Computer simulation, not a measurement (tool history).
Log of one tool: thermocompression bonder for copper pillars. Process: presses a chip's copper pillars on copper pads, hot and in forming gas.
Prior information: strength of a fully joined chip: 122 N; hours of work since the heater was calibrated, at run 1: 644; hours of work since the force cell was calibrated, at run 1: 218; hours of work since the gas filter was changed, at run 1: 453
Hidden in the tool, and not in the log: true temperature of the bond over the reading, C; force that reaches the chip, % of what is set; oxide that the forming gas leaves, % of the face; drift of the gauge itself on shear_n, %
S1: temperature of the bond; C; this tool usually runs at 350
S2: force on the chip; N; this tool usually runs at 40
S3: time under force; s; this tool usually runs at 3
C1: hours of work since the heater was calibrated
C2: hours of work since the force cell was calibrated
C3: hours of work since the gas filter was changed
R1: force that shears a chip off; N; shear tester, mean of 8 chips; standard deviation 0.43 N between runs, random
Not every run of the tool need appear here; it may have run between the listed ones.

run,day,S1,S2,S3,C1,C2,C3,R1
1,0,350,40,3,644,218,453,46.4
# day 1.208: forming gas filter changed
2,2.346,350,40,3,676,249,15,51
3,4.962,350,40,3,711,285,51,49.9
# day 6.054: heater calibrated with a thermocouple chip
4,7.425,350,40,8,19,317,84,77.9
5,9.592,350,40,8,48,347,113,78
6,11.554,350,40,2,75,374,140,49.1
7,14.333,350,40,3,113,411,178,56.2
8,16.6,350,40,3,144,442,208,55.1
9,19.042,350,40,3,177,476,242,54.9
10,20.933,350,40,3,203,501,267,54.3
11,24.138,350,40,3,246,545,311,53.3
12,25.717,350,40,5,268,566,333,62.7
13,27.392,350,40,5,291,589,355,63.4
14,30.229,350,26,3,329,628,394,36.2
15,31.958,328,40,3,353,652,418,38.5
16,33.375,351,51,7,372,671,437,79.5
# day 35.7: forming gas filter changed
17,36.171,351,51,7,410,709,6,86.1
18,38.808,332,46,7,446,745,42,67.4
19,42.004,332,46,7,489,788,86,65.7
20,43.996,324,27,7,516,815,113,38.5
21,45.554,367,25,8,538,836,134,62.5
22,47.467,333,37,7,564,862,160,54.4
23,50.558,354,37,7,606,905,202,69.1
24,53.25,354,37,7,642,941,239,68
25,56.017,361,40,3,680,979,277,58.1
26,58.767,324,53,4,718,1016,314,51.3
# day 59.554: heater calibrated with a thermocouple chip
27,61.767,333,34,4,30,1056,354,44.5
28,63.6,329,34,5,55,1081,379,45.1

Alternative continuations, all from the tool just after run 28; predict every row:
A,65.404,353,40,5,80,1106,403,?
B,65.404,326,28,2,80,1106,403,?
C,65.404,341,29,2,80,1106,403,?

run,R1
A,67.2
B,24.8
C,31.7
Had the tool no hidden state, the same runs would have come out as:
run,R1
A,69.2
B,25.1
C,32.2
